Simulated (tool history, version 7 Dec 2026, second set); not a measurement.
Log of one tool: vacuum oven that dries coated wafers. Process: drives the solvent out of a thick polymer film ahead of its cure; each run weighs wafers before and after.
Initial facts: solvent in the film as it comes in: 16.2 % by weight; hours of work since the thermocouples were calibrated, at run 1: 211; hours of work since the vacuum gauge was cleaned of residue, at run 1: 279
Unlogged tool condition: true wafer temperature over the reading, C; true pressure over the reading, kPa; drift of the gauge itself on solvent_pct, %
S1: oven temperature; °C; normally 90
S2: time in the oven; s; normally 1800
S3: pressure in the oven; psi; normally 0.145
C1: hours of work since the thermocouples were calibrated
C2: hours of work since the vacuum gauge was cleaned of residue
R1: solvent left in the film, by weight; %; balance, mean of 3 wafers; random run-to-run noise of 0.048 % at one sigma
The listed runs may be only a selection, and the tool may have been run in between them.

run  hour   S1    S2     S3   C1   C2    R1
  1   0.0   90  1800  0.145  211  279  1.42
  2  10.6   90  1800  0.145  219  287  1.34
  3  20.5   90  1080  0.145  227  294  2.74
  4  27.4   90  1080  0.145  232  299  2.66
  5  33.7   79  1800  0.145  236  304  4.09
  6  39.6   79  1800  0.145  241  308  4.28
  7  47.3   78  1320  0.145  247  314  5.88
  8  53.9   85  1800  0.145  251  319  2.48
  9  63.1   85  1800  0.145  258  326  2.35
 10  75.3   90  2460  0.191  267  335  1.31
 11  84.8   90  2460  0.191  274  342  1.42
 12  94.0  102  2400  0.191  281  349  0.89

Below, each run's measurement less what the same run would have read without the hidden state. Both values contain the same run-to-run variation, but the gauge's scatter may not be the same in both:
run     R1
  1  +0.04
  2  +0.04
  3  -0.02
  4  -0.03
  5  -0.02
  6  -0.02
  7  -0.05
  8  +0.01
  9  +0.01
 10  +0.07
 11  +0.08
 12  +0.07
